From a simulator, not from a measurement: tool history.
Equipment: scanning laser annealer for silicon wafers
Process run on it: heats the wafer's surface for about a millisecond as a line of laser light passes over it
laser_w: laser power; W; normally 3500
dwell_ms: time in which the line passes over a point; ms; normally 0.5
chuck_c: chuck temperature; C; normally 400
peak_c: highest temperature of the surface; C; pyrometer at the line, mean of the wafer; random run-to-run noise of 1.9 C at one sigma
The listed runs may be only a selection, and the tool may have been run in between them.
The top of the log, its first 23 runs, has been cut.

run	hour	laser_w	dwell_ms	chuck_c	hours of work since the window was cleaned	hours of work since the power meter was calibrated	hours of work since the optics were aligned	peak_c
24	172.7	3260	0.417	400	230	363	29	1018
25	177.6	3260	0.417	400	233	367	32	1022
26	183.6	3360	0.5	419	237	371	36	1129
27	188	3416	0.359	424	240	374	39	1024
28	193.1	3782	0.387	432	244	377	43	1134
29	203.6	3070	0.373	381	251	384	50	926
30	210.3	3070	0.373	381	256	389	55	931
31	216.1	3481	0.456	400	260	393	59	1100
32	225.5	3550	0.359	377	266	399	65	1006
33	236	3271	0.411	400	273	407	72	1019
34	244.1	2984	0.594	411	279	412	78	1090
35	249.8	3842	0.449	390	283	416	82	1165
36	259.7	3448	0.532	377	290	423	89	1132
37	269.9	3637	0.572	400	297	430	96	1230
38	274.3	3072	0.605	405	300	433	99	1115
39	284.7	3023	0.534	420	307	440	106	1074
40	293.5	3393	0.353	369	313	446	112	962

5 ways to go on from here, each from the tool as it stands after run 40. What would each give?
A	298	3393	0.382	366	316	449	115	?
B	298	3173	0.353	369	316	449	115	?
C	298	3393	0.61	369	316	449	115	?
D	298	3500	0.612	400	316	449	115	?
E	298	3462	0.468	417	316	449	115	?

run	peak_c
A	987
B	920
C	1164
D	1222
E	1121
With the hidden condition removed and each run's random variation left untouched, the same runs would have given:
run	peak_c
A	987
B	920
C	1164
D	1223
E	1121

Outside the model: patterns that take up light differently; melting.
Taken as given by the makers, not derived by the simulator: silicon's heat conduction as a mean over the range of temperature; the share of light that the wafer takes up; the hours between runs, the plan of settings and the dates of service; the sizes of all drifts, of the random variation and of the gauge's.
